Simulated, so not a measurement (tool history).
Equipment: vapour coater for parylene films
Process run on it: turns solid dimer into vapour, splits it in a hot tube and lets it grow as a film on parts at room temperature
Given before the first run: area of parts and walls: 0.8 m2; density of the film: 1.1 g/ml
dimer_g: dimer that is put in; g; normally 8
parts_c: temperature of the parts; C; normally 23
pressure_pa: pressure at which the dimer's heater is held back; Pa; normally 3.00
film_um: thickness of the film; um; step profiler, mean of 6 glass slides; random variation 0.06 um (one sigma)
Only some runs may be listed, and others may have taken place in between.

run	hour	dimer_g	parts_c	pressure_pa	film_um
1	0.0	8	23	3.00	6.52
2	30.2	4	23	3.00	3.22
3	51.8	4	23	3.00	3.27
4	75.8	4	23	3.00	3.22
5	99.4	4	23	3.23	3.17
6	121.9	4	23	3.23	3.23
7	144.2	4	23	3.23	3.18
8	164.4	4	23	7.75	2.57
9	180.6	4	23	7.75	2.55
10	203.9	4	23	7.75	2.56
11	237.1	8	16	3.00	8.16
12	253.5	8	16	3.00	7.98
# hour 276.1: trap's valve overhauled
13	276.8	8	16	3.00	7.79
14	308.7	8	16	3.00	7.83
15	339.9	8	16	3.00	7.80
# hour 375.0: trap's valve overhauled, once more
16	377.6	8	23	3.00	6.90
17	396.3	8	23	3.00	6.88
18	415.2	8	23	3.00	6.88
19	450.8	8	23	3.00	6.88
20	477.1	8	23	3.00	6.83
21	501.9	8	23	3.00	6.87
22	534.2	8	23	3.00	6.78
23	549.8	5	23	3.00	4.31
24	586.6	5	23	3.00	4.23
25	602.9	7	19	7.76	5.57
26	618.0	12	23	7.84	8.14
27	642.8	12	23	7.84	7.95
28	668.5	12	23	7.84	8.04
29	685.9	12	23	7.84	8.13
30	701.5	13	23	5.45	9.61
31	724.5	4	17	7.71	3.36
32	744.7	4	17	7.71	3.32
33	768.6	4	17	7.71	3.36
34	783.3	4	17	7.71	3.34
35	817.2	4	19	7.71	3.15
36	851.7	9	19	5.90	7.36
37	877.0	8	26	6.17	5.00
38	911.2	8	26	6.17	4.94
39	926.5	8	26	6.17	4.94
40	958.4	6	22	10.74	3.73
41	976.6	6	28	3.00	4.04
42	1010.0	6	28	3.00	4.01
43	1035.7	8	20	3.00	7.22
44	1052.5	8	20	3.00	7.22
45	1075.1	9	23	3.42	6.94

What if the next run were any one of these 5? Each begins from the tool's condition after run 45:
A	1100.1	8	23	3.17	?
B	1100.1	4	23	3.42	?
C	1100.1	9	23	5.23	?
D	1100.1	8	23	3.50	?
E	1100.1	4	20	3.42	?

run	film_um
A	6.37
B	3.14
C	6.33
D	6.20
E	3.52
Without the tool's hidden state the same runs would have given:
run	film_um
A	7.07
B	3.48
C	7.02
D	6.88
E	3.90
